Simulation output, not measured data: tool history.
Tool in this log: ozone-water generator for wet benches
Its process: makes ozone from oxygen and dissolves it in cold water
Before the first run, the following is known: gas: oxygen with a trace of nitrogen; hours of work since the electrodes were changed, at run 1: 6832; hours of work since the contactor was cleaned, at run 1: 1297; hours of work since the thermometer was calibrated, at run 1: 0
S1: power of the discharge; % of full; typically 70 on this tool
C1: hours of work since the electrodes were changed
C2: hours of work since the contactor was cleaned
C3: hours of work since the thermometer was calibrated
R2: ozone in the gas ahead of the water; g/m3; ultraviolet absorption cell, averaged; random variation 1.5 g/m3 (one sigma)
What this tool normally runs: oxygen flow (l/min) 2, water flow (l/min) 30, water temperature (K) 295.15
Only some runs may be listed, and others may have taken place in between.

run 1 day=0 | S1=70 oxygen_flow_(l/min)=2 water_flow_(l/min)=30 water_temperature_(K)=295.15 | C1=6832 C2=1297 C3=0 | dissolved_ozone_(ppm)=8.5 R2=232.3
run 2 day=6.196 | S1=70 oxygen_flow_(l/min)=1.4 water_flow_(l/min)=30 water_temperature_(K)=295.15 | C1=6959 C2=1424 C3=127 | dissolved_ozone_(ppm)=7.6 R2=272.7
run 3 day=12.588 | S1=70 oxygen_flow_(l/min)=2 water_flow_(l/min)=30 water_temperature_(K)=295.15 | C1=7091 C2=1555 C3=259 | dissolved_ozone_(ppm)=8.5 R2=230.3
run 4 day=20.858 | S1=70 oxygen_flow_(l/min)=2 water_flow_(l/min)=30 water_temperature_(K)=295.15 | C1=7261 C2=1725 C3=429 | dissolved_ozone_(ppm)=8.5 R2=229.6
run 5 day=27.958 | S1=70 oxygen_flow_(l/min)=2 water_flow_(l/min)=39 water_temperature_(K)=295.15 | C1=7407 C2=1871 C3=575 | dissolved_ozone_(ppm)=6.3 R2=228.5
run 6 day=33.808 | S1=70 oxygen_flow_(l/min)=2 water_flow_(l/min)=39 water_temperature_(K)=295.15 | C1=7527 C2=1992 C3=695 | dissolved_ozone_(ppm)=6.2 R2=227.5
run 7 day=39.142 | S1=70 oxygen_flow_(l/min)=2 water_flow_(l/min)=39 water_temperature_(K)=295.15 | C1=7637 C2=2101 C3=805 | dissolved_ozone_(ppm)=6.2 R2=227.6
run 8 day=43.071 | S1=70 oxygen_flow_(l/min)=2 water_flow_(l/min)=39 water_temperature_(K)=295.15 | C1=7717 C2=2182 C3=885 | dissolved_ozone_(ppm)=6.4 R2=225.7
run 9 day=49.746 | S1=70 oxygen_flow_(l/min)=2 water_flow_(l/min)=30 water_temperature_(K)=295.15 | C1=7855 C2=2319 C3=1023 | dissolved_ozone_(ppm)=8.4 R2=228.9
run 10 day=55.954 | S1=70 oxygen_flow_(l/min)=2 water_flow_(l/min)=30 water_temperature_(K)=295.15 | C1=7982 C2=2447 C3=1150 | dissolved_ozone_(ppm)=8.2 R2=225.9
run 11 day=60.471 | S1=70 oxygen_flow_(l/min)=2 water_flow_(l/min)=30 water_temperature_(K)=295.15 | C1=8075 C2=2540 C3=1243 | dissolved_ozone_(ppm)=8.1 R2=225.3
run 12 day=66.192 | S1=70 oxygen_flow_(l/min)=2 water_flow_(l/min)=30 water_temperature_(K)=295.15 | C1=8193 C2=2657 C3=1361 | dissolved_ozone_(ppm)=8 R2=224.6
run 13 day=72.621 | S1=70 oxygen_flow_(l/min)=2 water_flow_(l/min)=30 water_temperature_(K)=295.15 | C1=8325 C2=2789 C3=1493 | dissolved_ozone_(ppm)=8.1 R2=223.7
run 14 day=78.746 | S1=70 oxygen_flow_(l/min)=2 water_flow_(l/min)=30 water_temperature_(K)=295.15 | C1=8451 C2=2915 C3=1619 | dissolved_ozone_(ppm)=8.2 R2=222.6
run 15 day=86.7 | S1=70 oxygen_flow_(l/min)=2 water_flow_(l/min)=47 water_temperature_(K)=295.15 | C1=8614 C2=3079 C3=1782 | dissolved_ozone_(ppm)=5.1 R2=221.6
run 16 day=90.542 | S1=70 oxygen_flow_(l/min)=1.14 water_flow_(l/min)=30 water_temperature_(K)=295.15 | C1=8693 C2=3158 C3=1861 | dissolved_ozone_(ppm)=6.5 R2=285.1
run 17 day=95.796 | S1=70 oxygen_flow_(l/min)=1.14 water_flow_(l/min)=30 water_temperature_(K)=295.15 | C1=8801 C2=3266 C3=1969 | dissolved_ozone_(ppm)=6.5 R2=289.5
run 18 day=104.183 | S1=59 oxygen_flow_(l/min)=1.25 water_flow_(l/min)=20 water_temperature_(K)=298.15 | C1=8974 C2=3438 C3=2142 | dissolved_ozone_(ppm)=8.9 R2=243
run 19 day=110.546 | S1=70 oxygen_flow_(l/min)=2 water_flow_(l/min)=18 water_temperature_(K)=298.15 | C1=9104 C2=3569 C3=2272 | dissolved_ozone_(ppm)=12.6 R2=217
run 20 day=115.079 | S1=70 oxygen_flow_(l/min)=3.17 water_flow_(l/min)=30 water_temperature_(K)=295.15 | C1=9198 C2=3662 C3=2366 | dissolved_ozone_(ppm)=8.9 R2=174.2
-- day=115.812 contactor cleaned
run 21 day=120.388 | S1=61 oxygen_flow_(l/min)=3.04 water_flow_(l/min)=30 water_temperature_(K)=295.15 | C1=9303 C2=94 C3=2471 | dissolved_ozone_(ppm)=7.9 R2=160.7
run 22 day=126.675 | S1=70 oxygen_flow_(l/min)=3.25 water_flow_(l/min)=30 water_temperature_(K)=295.15 | C1=9433 C2=223 C3=2601 | dissolved_ozone_(ppm)=9.1 R2=171.2
run 23 day=132.162 | S1=88 oxygen_flow_(l/min)=2.54 water_flow_(l/min)=18 water_temperature_(K)=291.15 | C1=9545 C2=336 C3=2713 | dissolved_ozone_(ppm)=16.3 R2=228.4
-- day=135.796 contactor cleaned, once more
run 24 day=138.529 | S1=70 oxygen_flow_(l/min)=1.99 water_flow_(l/min)=36 water_temperature_(K)=288.15 | C1=9673 C2=56 C3=2841 | dissolved_ozone_(ppm)=7 R2=214.2
run 25 day=146.304 | S1=70 oxygen_flow_(l/min)=1.99 water_flow_(l/min)=44 water_temperature_(K)=288.15 | C1=9833 C2=216 C3=3001 | dissolved_ozone_(ppm)=5.4 R2=213.1
run 26 day=152.454 | S1=70 oxygen_flow_(l/min)=2 water_flow_(l/min)=25 water_temperature_(K)=293.15 | C1=9959 C2=342 C3=3127 | dissolved_ozone_(ppm)=9.7 R2=212.9
run 27 day=158.1 | S1=70 oxygen_flow_(l/min)=2 water_flow_(l/min)=25 water_temperature_(K)=291.15 | C1=10075 C2=459 C3=3243 | dissolved_ozone_(ppm)=9.5 R2=212.4
run 28 day=163.008 | S1=93 oxygen_flow_(l/min)=1.2 water_flow_(l/min)=25 water_temperature_(K)=291.15 | C1=10176 C2=559 C3=3344 | dissolved_ozone_(ppm)=9.9 R2=329.6
run 29 day=171.442 | S1=46 oxygen_flow_(l/min)=1.97 water_flow_(l/min)=38 water_temperature_(K)=296.15 | C1=10349 C2=733 C3=3517 | dissolved_ozone_(ppm)=4.5 R2=157.6
run 30 day=179.604 | S1=100 oxygen_flow_(l/min)=2 water_flow_(l/min)=28 water_temperature_(K)=295.15 | C1=10517 C2=901 C3=3685 | dissolved_ozone_(ppm)=10.6 R2=266.1
run 31 day=184.671 | S1=56 oxygen_flow_(l/min)=2 water_flow_(l/min)=30 water_temperature_(K)=298.15 | C1=10621 C2=1005 C3=3789 | dissolved_ozone_(ppm)=6.4 R2=177.9
run 32 day=192.654 | S1=70 oxygen_flow_(l/min)=2 water_flow_(l/min)=35 water_temperature_(K)=295.15 | C1=10785 C2=1169 C3=3953 | dissolved_ozone_(ppm)=6.7 R2=209

Predict each of these 5 candidate next runs independently; none follows another, all start after run 32:
run A day=197.767 | S1=70 oxygen_flow_(l/min)=1.18 water_flow_(l/min)=35 water_temperature_(K)=299.15 | C1=10890 C2=1274 C3=4058 | dissolved_ozone_(ppm)=? R2=?
run B day=197.767 | S1=72 oxygen_flow_(l/min)=2 water_flow_(l/min)=31 water_temperature_(K)=295.15 | C1=10890 C2=1274 C3=4058 | dissolved_ozone_(ppm)=? R2=?
run C day=197.767 | S1=81 oxygen_flow_(l/min)=1.58 water_flow_(l/min)=35 water_temperature_(K)=295.15 | C1=10890 C2=1274 C3=4058 | dissolved_ozone_(ppm)=? R2=?
run D day=197.767 | S1=53 oxygen_flow_(l/min)=2 water_flow_(l/min)=30 water_temperature_(K)=298.15 | C1=10890 C2=1274 C3=4058 | dissolved_ozone_(ppm)=? R2=?
run E day=197.767 | S1=70 oxygen_flow_(l/min)=2 water_flow_(l/min)=25 water_temperature_(K)=295.15 | C1=10890 C2=1274 C3=4058 | dissolved_ozone_(ppm)=? R2=?

run=A dissolved_ozone_(ppm)=5.3 R2=268.3
run=B dissolved_ozone_(ppm)=7.4 R2=210.9
run=C dissolved_ozone_(ppm)=6.6 R2=257.9
run=D dissolved_ozone_(ppm)=6.2 R2=171.2
run=E dissolved_ozone_(ppm)=9.4 R2=206.5
With the hidden condition removed and each run's random variation left untouched, the same runs would have given:
run=A dissolved_ozone_(ppm)=7 R2=354.9
run=B dissolved_ozone_(ppm)=9.9 R2=281.2
run=C dissolved_ozone_(ppm)=9.2 R2=352.6
run=D dissolved_ozone_(ppm)=7.7 R2=212.9
run=E dissolved_ozone_(ppm)=12.5 R2=273.7
